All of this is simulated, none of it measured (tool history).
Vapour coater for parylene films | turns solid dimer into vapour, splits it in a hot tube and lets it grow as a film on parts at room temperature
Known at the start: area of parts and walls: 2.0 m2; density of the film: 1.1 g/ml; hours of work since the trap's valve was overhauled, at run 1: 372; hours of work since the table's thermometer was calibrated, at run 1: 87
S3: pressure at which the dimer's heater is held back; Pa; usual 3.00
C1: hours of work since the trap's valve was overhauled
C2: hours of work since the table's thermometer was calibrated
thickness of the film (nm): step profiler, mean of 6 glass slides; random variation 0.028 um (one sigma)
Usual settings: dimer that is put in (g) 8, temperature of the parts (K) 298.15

Run 1, day 0.000: usual settings; C1 372; C2 87. Result: thickness of the film (nm) 2350.
Run 2, day 0.846: usual settings; C1 384; C2 99. Result: thickness of the film (nm) 2390.
Run 3, day 1.558: usual settings; C1 394; C2 109. Result: thickness of the film (nm) 2290.
Run 4, day 2.171: usual settings but dimer that is put in (g) 7; C1 403; C2 118. Result: thickness of the film (nm) 2050.
Run 5, day 3.042: usual settings but dimer that is put in (g) 10; C1 415; C2 130. Result: thickness of the film (nm) 2910.
Run 6, day 3.517: usual settings but dimer that is put in (g) 10; C1 422; C2 137. Result: thickness of the film (nm) 2830.
Run 7, day 4.046: usual settings but dimer that is put in (g) 10; C1 429; C2 145. Result: thickness of the film (nm) 2850.
Run 8, day 5.192: usual settings; C1 445; C2 161. Result: thickness of the film (nm) 2310.
Run 9, day 5.917: usual settings; C1 455; C2 171. Result: thickness of the film (nm) 2290.
Run 10, day 6.679: usual settings but dimer that is put in (g) 5; C1 466; C2 182. Result: thickness of the film (nm) 1470.
Run 11, day 7.804: usual settings but dimer that is put in (g) 5; C1 482; C2 198. Result: thickness of the film (nm) 1410.
Run 12, day 8.671: usual settings but dimer that is put in (g) 5; C1 494; C2 210. Result: thickness of the film (nm) 1380.
Run 13, day 9.450: usual settings but dimer that is put in (g) 5; C1 505; C2 221. Result: thickness of the film (nm) 1420.
Run 14, day 10.379: usual settings but dimer that is put in (g) 5; C1 519; C2 234. Result: thickness of the film (nm) 1430.
Run 15, day 10.904: usual settings; C1 526; C2 241. Result: thickness of the film (nm) 2310.
Run 16, day 11.950: usual settings; C1 541; C2 256. Result: thickness of the film (nm) 2290.
Run 17, day 12.688: usual settings; C1 551; C2 267. Result: thickness of the film (nm) 2240.
Run 18, day 13.538: usual settings; C1 563; C2 279. Result: thickness of the film (nm) 2220.
Run 19, day 14.654: usual settings but temperature of the parts (K) 307.15; C1 579; C2 294. Result: thickness of the film (nm) 1590.
Run 20, day 15.179: usual settings but temperature of the parts (K) 307.15, S3 6.33 Pa; C1 586; C2 302. Result: thickness of the film (nm) 1530.
Run 21, day 16.125: usual settings but S3 6.22 Pa; C1 600; C2 315. Result: thickness of the film (nm) 2110.
Run 22, day 16.900: usual settings but S3 6.22 Pa; C1 611; C2 326. Result: thickness of the film (nm) 2130.
Run 23, day 17.579: usual settings but dimer that is put in (g) 5, temperature of the parts (K) 291.15, S3 2.08 Pa; C1 620; C2 336. Result: thickness of the film (nm) 1840.
Run 24, day 18.412: usual settings but dimer that is put in (g) 5, temperature of the parts (K) 291.15, S3 2.08 Pa; C1 632; C2 348. Result: thickness of the film (nm) 1820.
Run 25, day 19.125: usual settings but dimer that is put in (g) 5, temperature of the parts (K) 291.15, S3 2.08 Pa; C1 642; C2 358. Result: thickness of the film (nm) 1850.
Run 26, day 20.075: usual settings but temperature of the parts (K) 295.15, S3 2.17 Pa; C1 656; C2 371. Result: thickness of the film (nm) 2550.
Run 27, day 20.608: usual settings but temperature of the parts (K) 295.15, S3 2.17 Pa; C1 663; C2 379. Result: thickness of the film (nm) 2510.
Run 28, day 21.688: usual settings but temperature of the parts (K) 295.15, S3 2.17 Pa; C1 678; C2 394. Result: thickness of the film (nm) 2530.

Forecast run 29:
Run 29, day 22.167: usual settings but temperature of the parts (K) 295.15, S3 2.17 Pa; C1 685; C2 401. Result: thickness of the film (nm) ?.

{"run 29": {"thickness of the film (nm)": 2520}}
Without the tool's hidden state the same run would have given thickness of the film (nm) 2770.
